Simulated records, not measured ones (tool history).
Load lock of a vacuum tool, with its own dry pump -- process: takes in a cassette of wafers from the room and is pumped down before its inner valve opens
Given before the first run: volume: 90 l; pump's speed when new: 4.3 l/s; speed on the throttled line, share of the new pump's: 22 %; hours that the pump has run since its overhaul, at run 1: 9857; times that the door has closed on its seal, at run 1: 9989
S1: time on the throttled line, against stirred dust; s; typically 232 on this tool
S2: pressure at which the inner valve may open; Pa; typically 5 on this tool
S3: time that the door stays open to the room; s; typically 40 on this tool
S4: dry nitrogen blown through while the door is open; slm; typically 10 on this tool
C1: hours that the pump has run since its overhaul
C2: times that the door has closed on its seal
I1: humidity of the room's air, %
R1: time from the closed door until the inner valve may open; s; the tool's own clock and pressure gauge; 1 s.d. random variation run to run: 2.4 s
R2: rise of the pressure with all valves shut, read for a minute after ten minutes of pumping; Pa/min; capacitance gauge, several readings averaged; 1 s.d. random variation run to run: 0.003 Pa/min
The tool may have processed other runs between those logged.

Run 1, day 0: usual settings; C1 9857; C2 9989; I1 43.4. Result: R1 425.8 s, R2 0.174 Pa/min.
Run 2, day 5.992: usual settings; C1 10001; C2 10346; I1 40.8. Result: R1 422.4 s, R2 0.182 Pa/min.
Run 3, day 13.025: usual settings; C1 10170; C2 10766; I1 45.9. Result: R1 423.2 s, R2 0.192 Pa/min.
Run 4, day 24: usual settings; C1 10433; C2 11420; I1 38.9. Result: R1 422.4 s, R2 0.191 Pa/min.
Run 5, day 30.462: usual settings; C1 10588; C2 11806; I1 44. Result: R1 421.9 s, R2 0.215 Pa/min.
Run 6, day 41.454: usual settings; C1 10852; C2 12461; I1 47. Result: R1 421.1 s, R2 0.232 Pa/min.
Run 7, day 48.125: usual settings but S3 37 s; C1 11012; C2 12859; I1 47.3. Result: R1 419.6 s, R2 0.231 Pa/min.
Run 8, day 58.804: usual settings but S3 203 s; C1 11269; C2 13496; I1 43.3. Result: R1 420.8 s, R2 0.264 Pa/min.
Run 9, day 66.767: usual settings but S3 203 s; C1 11460; C2 13971; I1 42.3. Result: R1 421.9 s, R2 0.283 Pa/min.
Run 10, day 77.975: usual settings but S1 345 s; C1 11729; C2 14640; I1 45.6. Result: R1 503.6 s, R2 0.278 Pa/min.
Run 11, day 89.771: usual settings but S3 132 s; C1 12012; C2 15343; I1 43.9. Result: R1 424.8 s, R2 0.305 Pa/min.
Run 12, day 101.6: usual settings but S1 409 s, S3 132 s; C1 12296; C2 16049; I1 45.1. Result: R1 553.2 s, R2 0.326 Pa/min.
Run 13, day 112.771: usual settings but S1 409 s, S3 132 s; C1 12564; C2 16715; I1 43.5. Result: R1 559.2 s, R2 0.345 Pa/min.
Run 14, day 117.996: usual settings but S1 409 s, S3 132 s; C1 12689; C2 17026; I1 43.4. Result: R1 558 s, R2 0.364 Pa/min.
Run 15, day 127.008: usual settings but S1 432 s, S2 7 Pa, S3 149 s, S4 9 slm; C1 12905; C2 17564; I1 44.5. Result: R1 561.3 s, R2 0.37 Pa/min.
Run 16, day 134.158: usual settings but S2 4 Pa, S4 31 slm; C1 13077; C2 17990; I1 45.5. Result: R1 437.7 s, R2 0.363 Pa/min.
Run 17, day 145.258: usual settings but S2 4 Pa, S4 31 slm; C1 13343; C2 18652; I1 42.3. Result: R1 434 s, R2 0.38 Pa/min.
Run 18, day 151.146: usual settings but S1 183 s, S2 6 Pa, S3 26 s, S4 14 slm; C1 13485; C2 19004; I1 41.9. Result: R1 390 s, R2 0.397 Pa/min.
Run 19, day 156.983: usual settings but S1 203 s, S2 9 Pa, S3 26 s; C1 13625; C2 19352; I1 45.1. Result: R1 386.3 s, R2 0.418 Pa/min.
Run 20, day 164.088: usual settings but S1 203 s, S2 9 Pa, S3 26 s; C1 13795; C2 19775; I1 45.5. Result: R1 389.8 s, R2 0.432 Pa/min.
Run 21, day 176.042: usual settings but S1 203 s, S2 9 Pa, S3 156 s, S4 33 slm; C1 14082; C2 20488; I1 46. Result: R1 391.7 s, R2 0.455 Pa/min.
Run 22, day 185.938: usual settings but S1 203 s, S2 9 Pa, S3 156 s, S4 33 slm; C1 14320; C2 21078; I1 42.9. Result: R1 395.4 s, R2 0.475 Pa/min.
Run 23, day 190.95: usual settings but S1 203 s, S2 9 Pa, S3 156 s, S4 33 slm; C1 14440; C2 21377; I1 47.5. Result: R1 393.1 s, R2 0.491 Pa/min.
Run 24, day 202.588: usual settings but S1 203 s, S2 9 Pa, S3 29 s, S4 26 slm; C1 14719; C2 22072; I1 43. Result: R1 390.7 s, R2 0.508 Pa/min.
Run 25, day 211.225: usual settings but S1 257 s; C1 14927; C2 22587; I1 46.6. Result: R1 450 s, R2 0.539 Pa/min.

Below, some changes in R1 between adjacent runs. For each, the amount present without the hidden state too (settings, incoming material, random variation) and the amount remaining for the hidden state with gauge scatter not shared by both compared results:
Hidden state at play: pump's speed, % of a new pump's; leak at the door's seal, Pa l/s; drift of the gauge itself on ready_s, %; drift of the gauge itself on rise_pa_min, %.
Run 11 -> 12: S1 232 -> 409. R1 +128.4 s: hidden state -6.5, all else +134.9.
Run 15 -> 16: S1 432 -> 232, S2 7 -> 4, S3 149 -> 40, S4 9 -> 31. R1 -123.6 s: hidden state +13.1, all else -136.7.
